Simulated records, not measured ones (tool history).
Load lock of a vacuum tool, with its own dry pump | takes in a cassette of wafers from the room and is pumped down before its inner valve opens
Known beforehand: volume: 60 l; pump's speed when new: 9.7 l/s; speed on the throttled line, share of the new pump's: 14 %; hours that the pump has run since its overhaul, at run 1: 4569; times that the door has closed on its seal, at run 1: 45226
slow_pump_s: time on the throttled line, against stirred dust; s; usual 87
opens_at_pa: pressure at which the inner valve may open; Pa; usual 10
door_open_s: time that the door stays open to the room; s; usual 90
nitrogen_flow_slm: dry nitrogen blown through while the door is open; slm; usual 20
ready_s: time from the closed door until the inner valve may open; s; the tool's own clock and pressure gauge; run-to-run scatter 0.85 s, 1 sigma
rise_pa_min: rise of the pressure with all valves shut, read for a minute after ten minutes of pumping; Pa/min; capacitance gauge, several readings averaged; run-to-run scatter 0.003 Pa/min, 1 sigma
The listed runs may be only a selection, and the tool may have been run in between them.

run	hour	slow_pump_s	opens_at_pa	door_open_s	nitrogen_flow_slm	hours that the pump has run since its overhaul	times that the door has closed on its seal	incoming humidity of the room's air, %	ready_s	rise_pa_min
1	0	87	10	90	20	4569	45226	45.5	134.7	0.724
2	75.7	87	10	57	20	4645	45519	42.5	136.9	0.709
3	154.6	64	10	90	20	4724	45824	46	116.9	0.727
4	214.1	87	11	90	20	4783	46054	45.2	137.8	0.725
5	338.2	87	11	90	20	4907	46533	46.5	137	0.73
6	470	87	10	90	20	5039	47042	42.7	137	0.764
7	597.2	87	10	90	20	5166	47534	48	138.2	0.777
8	732.3	87	10	90	20	5301	48056	46.8	137.1	0.772
9	803.8	87	10	90	20	5373	48332	45.4	138.6	0.779
# hour 929.7: door's seal changed, seat wiped
10	931.2	87	10	90	20	5499	6	43.8	137.1	0.031
11	1010.1	87	10	90	20	5578	311	45.2	137.2	0.027
12	1066.2	87	10	90	19	5634	528	46.3	138.4	0.034
13	1193.5	87	10	90	12	5761	1020	45.5	138.1	0.041
14	1312.9	87	10	90	20	5880	1481	46.9	138.8	0.035
15	1399.5	87	10	90	20	5967	1816	44.7	137.6	0.037
16	1510.6	87	10	90	20	6078	2245	47.1	138.4	0.042
17	1640.1	87	10	90	20	6208	2745	44.1	137	0.044
18	1752.1	87	10	90	20	6320	3178	44.5	138.4	0.051
19	1835.6	87	10	90	20	6403	3501	44.2	138.8	0.049
20	1900.4	87	10	231	33	6468	3751	47.1	141.3	0.069
21	2024.3	87	10	231	33	6592	4230	42.9	137.9	0.065
22	2101.7	165	8	51	8	6669	4529	42	204.1	0.053
23	2199.2	55	14	90	20	6767	4906	45.1	110.2	0.057
24	2316.2	87	10	70	23	6884	5358	46	139.1	0.054
25	2420.4	87	10	70	23	6988	5761	46	139.2	0.059
26	2513.7	87	10	70	23	7081	6121	47.5	138.8	0.052
27	2590	87	14	224	6	7158	6416	44	138.4	0.128
28	2666.9	122	14	224	22	7235	6713	46.3	167.5	0.095
29	2770.3	87	12	79	20	7338	7113	44.5	138.2	0.077
30	2874.2	87	12	79	20	7442	7514	47.2	137.1	0.075
31	2999.1	87	10	90	36	7567	7997	44.5	140.6	0.068
32	3112.3	81	10	30	20	7680	8434	44.7	135.3	0.066
33	3204.5	89	9	99	20	7772	8791	44.2	142.8	0.085
34	3274.1	89	9	46	15	7842	9060	46.3	142.4	0.081
35	3402	146	8	61	6	7970	9554	46.1	192	0.094
36	3457.5	125	15	90	20	8025	9768	43	169.2	0.087
37	3594.2	139	15	90	22	8162	10297	41	179.5	0.1

Selected run-to-run steps in ready_s, each split into two signed amounts: the part the tool would show with no hidden state at all (from settings, incoming material and random variation), and the remainder, which goes to the hidden state together with any gauge scatter not common to the measured and the hidden-state-free results:
What the log doesn't record here: pump's speed, % of a new pump's; leak at the door's seal, Pa l/s; drift of the gauge itself on ready_s, %; drift of the gauge itself on rise_pa_min, %.
Run 21 -> 22: slow_pump_s 87 -> 165, opens_at_pa 10 -> 8, door_open_s 231 -> 51, nitrogen_flow_slm 33 -> 8. ready_s +66.2 s: hidden state -1.4, all else +67.6.
Run 22 -> 23: slow_pump_s 165 -> 55, opens_at_pa 8 -> 14, door_open_s 51 -> 90, nitrogen_flow_slm 8 -> 20. ready_s -93.9 s: hidden state +2.1, all else -96.
Run 34 -> 35: slow_pump_s 89 -> 146, opens_at_pa 9 -> 8, door_open_s 46 -> 61, nitrogen_flow_slm 15 -> 6. ready_s +49.6 s: hidden state -1.1, all else +50.7.
